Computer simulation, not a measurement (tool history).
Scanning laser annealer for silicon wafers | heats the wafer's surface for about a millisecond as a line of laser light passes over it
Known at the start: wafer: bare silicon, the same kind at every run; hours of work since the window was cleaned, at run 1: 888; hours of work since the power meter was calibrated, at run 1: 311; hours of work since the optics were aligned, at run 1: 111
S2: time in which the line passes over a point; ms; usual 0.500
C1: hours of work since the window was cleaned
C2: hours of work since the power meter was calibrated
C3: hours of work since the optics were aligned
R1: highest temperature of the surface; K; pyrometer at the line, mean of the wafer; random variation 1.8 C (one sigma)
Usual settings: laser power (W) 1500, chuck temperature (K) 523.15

Run 1, hour 0.0: usual settings; C1 888; C2 311; C3 111. Result: R1 1307.15 K.
Run 2, hour 10.3: usual settings; C1 894; C2 318; C3 118. Result: R1 1304.15 K.
Run 3, hour 20.4: usual settings; C1 901; C2 325; C3 125. Result: R1 1303.15 K.
Run 4, hour 42.1: usual settings; C1 915; C2 339; C3 139. Result: R1 1306.15 K.
Run 5, hour 60.0: usual settings; C1 927; C2 351; C3 151. Result: R1 1301.15 K.
Run 6, hour 79.4: usual settings; C1 940; C2 363; C3 164. Result: R1 1304.15 K.
Run 7, hour 92.1: usual settings but S2 0.440 ms; C1 948; C2 372; C3 172. Result: R1 1247.15 K.
Run 8, hour 108.9: usual settings but S2 0.440 ms; C1 959; C2 383; C3 183. Result: R1 1242.15 K.
Run 9, hour 127.6: usual settings but laser power (W) 1590; C1 972; C2 395; C3 195. Result: R1 1358.15 K.
Run 10, hour 141.1: usual settings but laser power (W) 1590; C1 980; C2 404; C3 204. Result: R1 1357.15 K.
At hour 147.9: window over the wafer cleaned.
Run 11, hour 158.7: usual settings but laser power (W) 1590; C1 7; C2 414; C3 214. Result: R1 1397.15 K.
At hour 162.6: laser's power meter calibrated.
Run 12, hour 172.1: usual settings but laser power (W) 1590; C1 14; C2 6; C3 221. Result: R1 1397.15 K.
Run 13, hour 182.9: usual settings but laser power (W) 1364, chuck temperature (K) 491.15; C1 21; C2 13; C3 228. Result: R1 1220.15 K.
Run 14, hour 202.7: usual settings but laser power (W) 1441, S2 0.394 ms, chuck temperature (K) 562.15; C1 34; C2 26; C3 241. Result: R1 1240.15 K.
Run 15, hour 213.5: usual settings but S2 0.397 ms, chuck temperature (K) 535.15; C1 41; C2 33; C3 249. Result: R1 1244.15 K.
Run 16, hour 231.5: usual settings but laser power (W) 1366, S2 0.421 ms, chuck temperature (K) 535.15; C1 53; C2 45; C3 260. Result: R1 1189.15 K.
Run 17, hour 241.7: usual settings but laser power (W) 1436, S2 0.453 ms; C1 60; C2 52; C3 267. Result: R1 1251.15 K.
At hour 249.1: laser's power meter calibrated, once more.
Run 18, hour 266.7: usual settings but laser power (W) 1610, S2 0.453 ms; C1 74; C2 12; C3 281. Result: R1 1357.15 K.
Run 19, hour 283.0: usual settings but S2 0.530 ms, chuck temperature (K) 515.15; C1 85; C2 22; C3 292. Result: R1 1351.15 K.
Run 20, hour 302.8: usual settings but laser power (W) 1369, S2 0.530 ms, chuck temperature (K) 520.15; C1 98; C2 35; C3 305. Result: R1 1270.15 K.
Run 21, hour 314.3: usual settings but laser power (W) 1369, S2 0.530 ms, chuck temperature (K) 520.15; C1 105; C2 43; C3 313. Result: R1 1267.15 K.
Run 22, hour 327.0: usual settings but laser power (W) 1365; C1 114; C2 51; C3 321. Result: R1 1245.15 K.
Run 23, hour 347.0: usual settings but laser power (W) 1509; C1 127; C2 64; C3 334. Result: R1 1334.15 K.
Run 24, hour 361.1: usual settings but laser power (W) 1562; C1 136; C2 74; C3 344. Result: R1 1367.15 K.

4 ways to go on from here, each from the tool as it stands after run 24. What would each give?
Run A, hour 374.0: usual settings but laser power (W) 1562, S2 0.390 ms; C1 145; C2 82; C3 352. Result: R1 ?.
Run B, hour 374.0: usual settings but laser power (W) 1388, S2 0.574 ms; C1 145; C2 82; C3 352. Result: R1 ?.
Run C, hour 374.0: usual settings but chuck temperature (K) 499.15; C1 145; C2 82; C3 352. Result: R1 ?.
Run D, hour 374.0: usual settings but laser power (W) 1357; C1 145; C2 82; C3 352. Result: R1 ?.

run       R1
  A  1256.15
  B  1318.15
  C  1305.15
  D  1237.15
Without the tool's hidden state the same runs would have given:
run       R1
  A  1270.15
  B  1332.15
  C  1319.15
  D  1249.15
